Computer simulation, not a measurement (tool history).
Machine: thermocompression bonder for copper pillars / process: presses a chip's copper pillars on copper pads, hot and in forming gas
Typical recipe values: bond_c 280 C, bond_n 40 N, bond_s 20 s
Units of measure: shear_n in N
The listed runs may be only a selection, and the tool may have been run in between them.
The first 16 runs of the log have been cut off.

run	hour	bond_c	bond_n	bond_s	hours of work since the heater was calibrated	hours of work since the force cell was calibrated	hours of work since the gas filter was changed	shear_n
# hour 459.5: heater calibrated with a thermocouple chip, once more
17	464.6	280	40	26	2	922	110	61.6
18	487.8	280	40	26	12	932	120	61.1
19	520.5	280	40	10	27	946	134	41.0
20	556.8	288	40	20	42	962	150	61.4
21	589.6	280	40	28	57	976	164	60.8
22	613.0	303	25	16	67	986	174	46.7
23	634.1	281	25	17	76	996	184	34.0
24	662.5	280	32	20	88	1008	196	44.9
25	696.2	268	46	20	103	1023	211	49.6
26	722.7	270	29	20	115	1034	222	35.4
27	742.7	270	29	20	123	1043	231	34.3
28	776.2	270	29	20	138	1057	245	34.7

Run 29 is up next; what results do you expect?
29	794.8	270	52	59	146	1066	254	?

shear_n: 86.0 N
Minus the tool's unlogged condition, the same run would have read shear_n 92.4 N.
